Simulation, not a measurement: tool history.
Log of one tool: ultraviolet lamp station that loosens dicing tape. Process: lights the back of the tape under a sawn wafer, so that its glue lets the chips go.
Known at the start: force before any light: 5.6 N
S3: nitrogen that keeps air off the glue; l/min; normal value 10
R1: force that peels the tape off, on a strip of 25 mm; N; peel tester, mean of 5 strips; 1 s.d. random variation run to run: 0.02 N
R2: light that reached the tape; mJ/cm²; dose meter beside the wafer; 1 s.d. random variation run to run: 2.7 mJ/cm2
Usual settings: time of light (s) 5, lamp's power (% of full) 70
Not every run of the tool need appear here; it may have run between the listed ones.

Run 1, hour 0.0: usual settings. Result: R1 1.158 N, R2 333 mJ/cm².
Run 2, hour 6.1: usual settings. Result: R1 1.175 N, R2 332 mJ/cm².
Run 3, hour 15.8: usual settings. Result: R1 1.166 N, R2 336 mJ/cm².
Run 4, hour 21.5: usual settings but S3 6 l/min. Result: R1 1.454 N, R2 337 mJ/cm².
Run 5, hour 35.3: usual settings. Result: R1 1.167 N, R2 337 mJ/cm².
Run 6, hour 43.9: usual settings. Result: R1 1.154 N, R2 329 mJ/cm².
Run 7, hour 53.3: usual settings. Result: R1 1.160 N, R2 332 mJ/cm².
Run 8, hour 59.2: usual settings but time of light (s) 8. Result: R1 0.587 N, R2 532 mJ/cm².
Run 9, hour 65.1: usual settings but time of light (s) 8. Result: R1 0.559 N, R2 524 mJ/cm².
Run 10, hour 73.2: usual settings but time of light (s) 8. Result: R1 0.588 N, R2 526 mJ/cm².
Run 11, hour 80.4: usual settings. Result: R1 1.280 N, R2 330 mJ/cm².
Run 12, hour 90.5: usual settings but S3 16 l/min. Result: R1 0.997 N, R2 329 mJ/cm².
Run 13, hour 100.3: usual settings. Result: R1 1.189 N, R2 327 mJ/cm².
Run 14, hour 113.4: usual settings but S3 4 l/min. Result: R1 1.728 N, R2 326 mJ/cm².
Run 15, hour 125.6: usual settings but lamp's power (% of full) 63. Result: R1 1.430 N, R2 297 mJ/cm².
Run 16, hour 135.8: usual settings but lamp's power (% of full) 63. Result: R1 1.371 N, R2 292 mJ/cm².
Run 17, hour 141.5: usual settings but time of light (s) 8, lamp's power (% of full) 63. Result: R1 0.702 N, R2 464 mJ/cm².
Run 18, hour 151.8: usual settings but time of light (s) 2. Result: R1 2.870 N, R2 128 mJ/cm².
Run 19, hour 160.2: usual settings. Result: R1 1.185 N, R2 325 mJ/cm².
Run 20, hour 173.4: usual settings but S3 5 l/min. Result: R1 1.648 N, R2 323 mJ/cm².
Run 21, hour 185.8: usual settings but S3 4 l/min. Result: R1 1.683 N, R2 318 mJ/cm².
At hour 187.4: window cleaned of glue's vapour.
Run 22, hour 198.0: usual settings but S3 4 l/min. Result: R1 1.870 N, R2 303 mJ/cm².
Run 23, hour 205.2: usual settings but S3 4 l/min. Result: R1 1.902 N, R2 298 mJ/cm².
Run 24, hour 217.4: usual settings but S3 4 l/min. Result: R1 1.838 N, R2 304 mJ/cm².
Run 25, hour 230.6: usual settings but time of light (s) 8, lamp's power (% of full) 63. Result: R1 0.788 N, R2 430 mJ/cm².
At hour 242.5: window cleaned of glue's vapour, once more.
Run 26, hour 243.1: usual settings but time of light (s) 8, lamp's power (% of full) 63. Result: R1 0.619 N, R2 500 mJ/cm².
Run 27, hour 256.8: usual settings but time of light (s) 8, S3 5 l/min. Result: R1 0.728 N, R2 560 mJ/cm².
Run 28, hour 267.0: usual settings but lamp's power (% of full) 78, S3 9 l/min. Result: R1 0.955 N, R2 392 mJ/cm².
Run 29, hour 279.0: usual settings but time of light (s) 3, S3 8 l/min. Result: R1 2.091 N, R2 209 mJ/cm².
Run 30, hour 284.9: usual settings but time of light (s) 4, lamp's power (% of full) 89, S3 8 l/min. Result: R1 1.194 N, R2 352 mJ/cm².
Run 31, hour 291.5: usual settings but time of light (s) 6, lamp's power (% of full) 89, S3 5 l/min. Result: R1 0.793 N, R2 533 mJ/cm².
Run 32, hour 300.7: usual settings but time of light (s) 6, lamp's power (% of full) 89, S3 5 l/min. Result: R1 0.815 N, R2 533 mJ/cm².
Run 33, hour 311.0: usual settings but time of light (s) 4, lamp's power (% of full) 65, S3 4 l/min. Result: R1 2.184 N, R2 257 mJ/cm².
Run 34, hour 322.2: usual settings but time of light (s) 4, lamp's power (% of full) 65, S3 4 l/min. Result: R1 2.163 N, R2 255 mJ/cm².
Run 35, hour 333.3: usual settings but time of light (s) 10, lamp's power (% of full) 89, S3 5 l/min. Result: R1 0.369 N, R2 869 mJ/cm².
Run 36, hour 342.7: usual settings but time of light (s) 7, lamp's power (% of full) 86, S3 15 l/min. Result: R1 0.437 N, R2 590 mJ/cm².
Run 37, hour 353.3: usual settings but time of light (s) 7, lamp's power (% of full) 86, S3 15 l/min. Result: R1 0.419 N, R2 591 mJ/cm².
Run 38, hour 364.2: usual settings but time of light (s) 2, lamp's power (% of full) 86, S3 13 l/min. Result: R1 2.264 N, R2 166 mJ/cm².
Run 39, hour 375.6: usual settings but time of light (s) 2, lamp's power (% of full) 86, S3 13 l/min. Result: R1 2.408 N, R2 168 mJ/cm².
Run 40, hour 387.1: usual settings but time of light (s) 4, lamp's power (% of full) 66, S3 7 l/min. Result: R1 1.807 N, R2 260 mJ/cm².
Run 41, hour 396.4: usual settings but time of light (s) 4, lamp's power (% of full) 66, S3 16 l/min. Result: R1 1.441 N, R2 253 mJ/cm².
Run 42, hour 403.3: usual settings but time of light (s) 3, S3 12 l/min. Result: R1 1.910 N, R2 206 mJ/cm².

What will run 43 give?
Run 43, hour 417.2: usual settings but time of light (s) 2, lamp's power (% of full) 82, S3 3 l/min. Result: R1 ?, R2 ?.

{"run 43": {"R1": 3.228, "R2": 157}}
Without the tool's hidden state the same run would have given R1 3.028 N, R2 176 mJ/cm².
